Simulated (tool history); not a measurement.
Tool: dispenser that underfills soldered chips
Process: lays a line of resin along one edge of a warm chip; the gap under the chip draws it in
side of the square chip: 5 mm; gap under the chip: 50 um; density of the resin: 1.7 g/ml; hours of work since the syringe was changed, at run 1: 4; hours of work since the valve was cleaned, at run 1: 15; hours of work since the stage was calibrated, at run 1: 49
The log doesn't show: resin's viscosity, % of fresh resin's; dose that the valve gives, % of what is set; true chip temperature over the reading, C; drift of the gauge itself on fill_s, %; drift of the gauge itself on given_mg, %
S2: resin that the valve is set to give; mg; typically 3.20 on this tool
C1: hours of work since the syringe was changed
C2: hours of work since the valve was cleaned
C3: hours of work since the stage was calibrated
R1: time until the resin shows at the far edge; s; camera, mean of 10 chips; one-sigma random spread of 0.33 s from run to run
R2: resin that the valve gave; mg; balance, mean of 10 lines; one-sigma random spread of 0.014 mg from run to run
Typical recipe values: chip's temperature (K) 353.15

{"run": 1, "day": 0.0, "chip's temperature (K)": 353.15, "S2": 3.2, "C1": 4, "C2": 15, "C3": 49, "R1": 17.1, "R2": 3.16}
{"day": 0.104, "done": "new syringe of resin"}
{"run": 2, "day": 0.204, "chip's temperature (K)": 353.15, "S2": 3.2, "C1": 2, "C2": 18, "C3": 52, "R1": 14.7, "R2": 3.16}
{"day": 0.467, "done": "new syringe of resin"}
{"run": 3, "day": 0.542, "chip's temperature (K)": 353.15, "S2": 3.2, "C1": 1, "C2": 23, "C3": 57, "R1": 14.8, "R2": 3.14}
{"day": 0.85, "done": "new syringe of resin"}
{"run": 4, "day": 0.917, "chip's temperature (K)": 353.15, "S2": 3.2, "C1": 1, "C2": 29, "C3": 63, "R1": 14.8, "R2": 3.13}
{"day": 1.212, "done": "new syringe of resin"}
{"run": 5, "day": 1.258, "chip's temperature (K)": 353.15, "S2": 3.2, "C1": 1, "C2": 34, "C3": 68, "R1": 13.5, "R2": 3.14}
{"day": 1.592, "done": "new syringe of resin"}
{"run": 6, "day": 1.688, "chip's temperature (K)": 353.15, "S2": 3.2, "C1": 2, "C2": 40, "C3": 74, "R1": 15.0, "R2": 3.08}
{"run": 7, "day": 1.888, "chip's temperature (K)": 353.15, "S2": 3.2, "C1": 5, "C2": 43, "C3": 78, "R1": 17.2, "R2": 3.11}
{"day": 1.962, "done": "new syringe of resin"}
{"day": 2.321, "done": "new syringe of resin"}
{"run": 8, "day": 2.321, "chip's temperature (K)": 353.15, "S2": 3.61, "C1": 0, "C2": 50, "C3": 84, "R1": 13.1, "R2": 3.5}
{"run": 9, "day": 2.508, "chip's temperature (K)": 353.15, "S2": 3.61, "C1": 3, "C2": 53, "C3": 87, "R1": 15.5, "R2": 3.51}
{"day": 2.696, "done": "new syringe of resin"}
{"run": 10, "day": 2.879, "chip's temperature (K)": 353.15, "S2": 3.67, "C1": 3, "C2": 58, "C3": 92, "R1": 15.3, "R2": 3.53}
{"day": 3.058, "done": "new syringe of resin"}
{"run": 11, "day": 3.088, "chip's temperature (K)": 348.15, "S2": 3.2, "C1": 0, "C2": 61, "C3": 95, "R1": 17.7, "R2": 3.07}
{"run": 12, "day": 3.275, "chip's temperature (K)": 353.15, "S2": 3.2, "C1": 3, "C2": 64, "C3": 98, "R1": 16.3, "R2": 3.08}
{"day": 3.425, "done": "new syringe of resin"}
{"run": 13, "day": 3.542, "chip's temperature (K)": 353.15, "S2": 3.2, "C1": 2, "C2": 68, "C3": 102, "R1": 14.6, "R2": 3.06}
{"day": 3.792, "done": "new syringe of resin"}
{"run": 14, "day": 3.921, "chip's temperature (K)": 351.15, "S2": 2.9, "C1": 2, "C2": 74, "C3": 108, "R1": 17.1, "R2": 2.76}
{"run": 15, "day": 4.096, "chip's temperature (K)": 362.15, "S2": 3.48, "C1": 5, "C2": 77, "C3": 111, "R1": 11.0, "R2": 3.32}
{"day": 4.154, "done": "new syringe of resin"}
{"day": 4.512, "done": "new syringe of resin"}
{"run": 16, "day": 4.521, "chip's temperature (K)": 340.15, "S2": 3.2, "C1": 0, "C2": 83, "C3": 117, "R1": 26.1, "R2": 3.04}
{"day": 4.658, "done": "dispensing valve cleaned and set on the balance"}
{"run": 17, "day": 4.9, "chip's temperature (K)": 358.15, "S2": 2.84, "C1": 5, "C2": 4, "C3": 122, "R1": 13.5, "R2": 2.86}
{"day": 4.938, "done": "new syringe of resin"}
{"run": 18, "day": 5.146, "chip's temperature (K)": 358.15, "S2": 2.84, "C1": 3, "C2": 7, "C3": 126, "R1": 13.1, "R2": 2.85}
{"day": 5.317, "done": "new syringe of resin"}
{"run": 19, "day": 5.408, "chip's temperature (K)": 358.15, "S2": 2.84, "C1": 1, "C2": 11, "C3": 130, "R1": 12.0, "R2": 2.83}
{"day": 5.7, "done": "new syringe of resin"}
{"run": 20, "day": 5.704, "chip's temperature (K)": 358.15, "S2": 2.84, "C1": 0, "C2": 16, "C3": 134, "R1": 10.7, "R2": 2.81}
{"day": 6.067, "done": "new syringe of resin"}
{"run": 21, "day": 6.121, "chip's temperature (K)": 364.15, "S2": 3.64, "C1": 1, "C2": 22, "C3": 140, "R1": 8.1, "R2": 3.63}
{"day": 6.446, "done": "new syringe of resin"}
{"run": 22, "day": 6.546, "chip's temperature (K)": 364.15, "S2": 3.64, "C1": 2, "C2": 28, "C3": 147, "R1": 8.3, "R2": 3.6}
{"run": 23, "day": 6.775, "chip's temperature (K)": 354.15, "S2": 3.78, "C1": 5, "C2": 32, "C3": 150, "R1": 16.5, "R2": 3.75}
{"day": 6.817, "done": "new syringe of resin"}
{"run": 24, "day": 6.975, "chip's temperature (K)": 358.15, "S2": 3.21, "C1": 2, "C2": 35, "C3": 153, "R1": 11.8, "R2": 3.18}
{"day": 7.208, "done": "new syringe of resin"}
{"run": 25, "day": 7.3, "chip's temperature (K)": 346.15, "S2": 3.88, "C1": 1, "C2": 40, "C3": 158, "R1": 20.2, "R2": 3.79}

Pick out some run-to-run changes in R1. Of each, how much would a tool without hidden state show as well, from the settings, what came in and chance, and how much is left for the hidden state and any gauge scatter not in both results compared?
Run 7 -> 8: S2 3.20 -> 3.61, new syringe of resin, new syringe of resin. R1 -4.1 s: hidden state -3.5, all else -0.6.
Run 15 -> 16: chip's temperature (K) 362.15 -> 340.15, S2 3.48 -> 3.20, new syringe of resin, new syringe of resin. R1 +15.1 s: hidden state -2.2, all else +17.3.
Run 16 -> 17: chip's temperature (K) 340.15 -> 358.15, S2 3.20 -> 2.84, dispensing valve cleaned and set on the balance. R1 -12.6 s: hidden state +3.0, all else -15.6.

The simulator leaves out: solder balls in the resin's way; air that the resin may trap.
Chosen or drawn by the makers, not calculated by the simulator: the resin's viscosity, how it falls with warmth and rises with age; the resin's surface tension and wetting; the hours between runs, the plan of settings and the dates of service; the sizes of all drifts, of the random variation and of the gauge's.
